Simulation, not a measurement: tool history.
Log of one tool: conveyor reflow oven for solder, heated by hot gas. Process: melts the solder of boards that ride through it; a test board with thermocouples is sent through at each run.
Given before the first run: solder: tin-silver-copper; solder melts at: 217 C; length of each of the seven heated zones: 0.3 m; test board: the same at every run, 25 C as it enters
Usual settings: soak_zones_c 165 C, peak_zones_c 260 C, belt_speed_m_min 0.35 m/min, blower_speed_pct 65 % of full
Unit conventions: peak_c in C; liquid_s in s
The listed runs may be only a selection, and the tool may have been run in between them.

{"run": 1, "day": 0.0, "soak_zones_c": 165, "peak_zones_c": 260, "belt_speed_m_min": 0.35, "blower_speed_pct": 65, "peak_c": 244, "liquid_s": 63.7}
{"day": 1.712, "done": "flux residue cleaned out of gas plates and filters"}
{"run": 2, "day": 2.579, "soak_zones_c": 165, "peak_zones_c": 260, "belt_speed_m_min": 0.35, "blower_speed_pct": 65, "peak_c": 245.9, "liquid_s": 66.6}
{"run": 3, "day": 5.762, "soak_zones_c": 165, "peak_zones_c": 271, "belt_speed_m_min": 0.35, "blower_speed_pct": 65, "peak_c": 255.2, "liquid_s": 77.2}
{"run": 4, "day": 9.454, "soak_zones_c": 165, "peak_zones_c": 260, "belt_speed_m_min": 0.35, "blower_speed_pct": 65, "peak_c": 244.5, "liquid_s": 66.4}
{"run": 5, "day": 13.621, "soak_zones_c": 165, "peak_zones_c": 260, "belt_speed_m_min": 0.35, "blower_speed_pct": 65, "peak_c": 244.5, "liquid_s": 65.6}
{"run": 6, "day": 17.388, "soak_zones_c": 165, "peak_zones_c": 260, "belt_speed_m_min": 0.35, "blower_speed_pct": 65, "peak_c": 243.3, "liquid_s": 64.8}
{"run": 7, "day": 21.471, "soak_zones_c": 165, "peak_zones_c": 260, "belt_speed_m_min": 0.35, "blower_speed_pct": 65, "peak_c": 243.8, "liquid_s": 64}
{"run": 8, "day": 23.979, "soak_zones_c": 165, "peak_zones_c": 260, "belt_speed_m_min": 0.35, "blower_speed_pct": 65, "peak_c": 242.5, "liquid_s": 63.6}
{"run": 9, "day": 26.7, "soak_zones_c": 159, "peak_zones_c": 269, "belt_speed_m_min": 0.405, "blower_speed_pct": 58, "peak_c": 242.5, "liquid_s": 49.8}
{"run": 10, "day": 28.625, "soak_zones_c": 159, "peak_zones_c": 269, "belt_speed_m_min": 0.405, "blower_speed_pct": 58, "peak_c": 242.1, "liquid_s": 49.2}
{"day": 30.483, "done": "flux residue cleaned out of gas plates and filters"}
{"run": 11, "day": 32.583, "soak_zones_c": 165, "peak_zones_c": 263, "belt_speed_m_min": 0.298, "blower_speed_pct": 65, "peak_c": 251.3, "liquid_s": 90.8}
{"run": 12, "day": 35.575, "soak_zones_c": 150, "peak_zones_c": 263, "belt_speed_m_min": 0.38, "blower_speed_pct": 65, "peak_c": 240.4, "liquid_s": 51.3}
{"run": 13, "day": 38.029, "soak_zones_c": 179, "peak_zones_c": 251, "belt_speed_m_min": 0.376, "blower_speed_pct": 65, "peak_c": 236.3, "liquid_s": 58.2}
{"run": 14, "day": 40.958, "soak_zones_c": 179, "peak_zones_c": 251, "belt_speed_m_min": 0.376, "blower_speed_pct": 65, "peak_c": 235.4, "liquid_s": 56.3}
{"run": 15, "day": 44.183, "soak_zones_c": 155, "peak_zones_c": 265, "belt_speed_m_min": 0.299, "blower_speed_pct": 57, "peak_c": 248.6, "liquid_s": 81.2}
{"day": 46.117, "done": "thermocouples of zones 6 and 7 changed"}
{"run": 16, "day": 46.575, "soak_zones_c": 155, "peak_zones_c": 265, "belt_speed_m_min": 0.299, "blower_speed_pct": 57, "peak_c": 252.6, "liquid_s": 84.4}

Some steps in peak_c, run to run, broken into two amounts with sign: the step expected even without the hidden condition (settings, incoming material, random variation), and the rest, left for the hidden condition together with whatever gauge scatter is not in both the measured and the hidden-condition-free result:
The hidden state here: heat that the gas passes to the board, % of a clean oven's; belt's true speed, % of the reading; true gas temperature in zones 6 and 7 over the reading, C; drift of the gauge itself on peak_c, C; drift of the gauge itself on liquid_s, %.
Run 14 -> 15: soak_zones_c 179 -> 155, peak_zones_c 251 -> 265, belt_speed_m_min 0.376 -> 0.299, blower_speed_pct 65 -> 57. peak_c +13.2 C: hidden state -0.5, all else +13.7.
Run 15 -> 16: thermocouples of zones 6 and 7 changed. peak_c +4 C: hidden state +3.7, all else +0.3.

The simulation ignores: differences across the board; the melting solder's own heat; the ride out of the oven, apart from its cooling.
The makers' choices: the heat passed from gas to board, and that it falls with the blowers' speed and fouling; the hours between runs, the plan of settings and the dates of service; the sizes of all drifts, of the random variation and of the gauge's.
